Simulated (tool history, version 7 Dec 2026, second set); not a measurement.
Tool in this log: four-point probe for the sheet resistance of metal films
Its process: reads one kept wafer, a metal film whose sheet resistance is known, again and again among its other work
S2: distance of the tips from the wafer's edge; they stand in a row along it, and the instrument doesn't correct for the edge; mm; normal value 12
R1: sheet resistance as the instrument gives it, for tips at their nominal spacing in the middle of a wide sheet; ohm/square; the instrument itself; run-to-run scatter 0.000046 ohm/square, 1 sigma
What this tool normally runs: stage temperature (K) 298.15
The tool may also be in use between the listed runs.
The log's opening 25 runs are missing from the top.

Run 26, hour 317.8: usual settings but stage temperature (K) 292.15, S2 4 mm. Result: R1 0.241625 ohm/square.
Run 27, hour 326.5: usual settings but S2 49 mm. Result: R1 0.228153 ohm/square.
Run 28, hour 344.2: usual settings but stage temperature (K) 294.15, S2 4 mm. Result: R1 0.240993 ohm/square.
Run 29, hour 354.0: usual settings but stage temperature (K) 305.15, S2 20 mm. Result: R1 0.226733 ohm/square.
At hour 358.3: stage's thermometer calibrated, once more.
Run 30, hour 363.7: usual settings but stage temperature (K) 305.15, S2 4 mm. Result: R1 0.238050 ohm/square.
Run 31, hour 377.4: usual settings but stage temperature (K) 294.15, S2 6 mm. Result: R1 0.234872 ohm/square.
Run 32, hour 390.3: usual settings but stage temperature (K) 294.15, S2 6 mm. Result: R1 0.234830 ohm/square.
Run 33, hour 399.6: usual settings but stage temperature (K) 300.15, S2 34 mm. Result: R1 0.227973 ohm/square.
Run 34, hour 411.8: usual settings but S2 35 mm. Result: R1 0.228392 ohm/square.
Run 35, hour 426.4: usual settings but stage temperature (K) 296.15, S2 25 mm. Result: R1 0.229230 ohm/square.
Run 36, hour 438.2: usual settings but stage temperature (K) 304.15, S2 25 mm. Result: R1 0.226964 ohm/square.
Run 37, hour 448.8: usual settings but stage temperature (K) 293.15, S2 44 mm. Result: R1 0.229844 ohm/square.
Run 38, hour 466.8: usual settings but stage temperature (K) 303.15, S2 15 mm. Result: R1 0.227823 ohm/square.
Run 39, hour 479.5: usual settings but stage temperature (K) 303.15, S2 15 mm. Result: R1 0.227810 ohm/square.
Run 40, hour 490.8: usual settings but stage temperature (K) 307.15, S2 35 mm. Result: R1 0.226065 ohm/square.
Run 41, hour 503.4: usual settings but stage temperature (K) 301.15, S2 4 mm. Result: R1 0.239246 ohm/square.
Run 42, hour 511.0: usual settings but stage temperature (K) 303.15, S2 30 mm. Result: R1 0.227253 ohm/square.
Run 43, hour 523.7: usual settings but S2 33 mm. Result: R1 0.228561 ohm/square.
Run 44, hour 533.3: usual settings but stage temperature (K) 291.15, S2 36 mm. Result: R1 0.230531 ohm/square.

3 ways to go on from here, each from the tool as it stands after run 44. What would each give?
Run A, hour 542.8: usual settings but stage temperature (K) 292.15, S2 15 mm. Result: R1 ?.
Run B, hour 542.8: usual settings but stage temperature (K) 291.15, S2 25 mm. Result: R1 ?.
Run C, hour 542.8: usual settings but stage temperature (K) 303.15, S2 10 mm. Result: R1 ?.

run        R1
  A  0.230925
  B  0.230657
  C  0.228909
Without the tool's unlogged condition, the same runs would have read:
run        R1
  A  0.231195
  B  0.230926
  C  0.229175
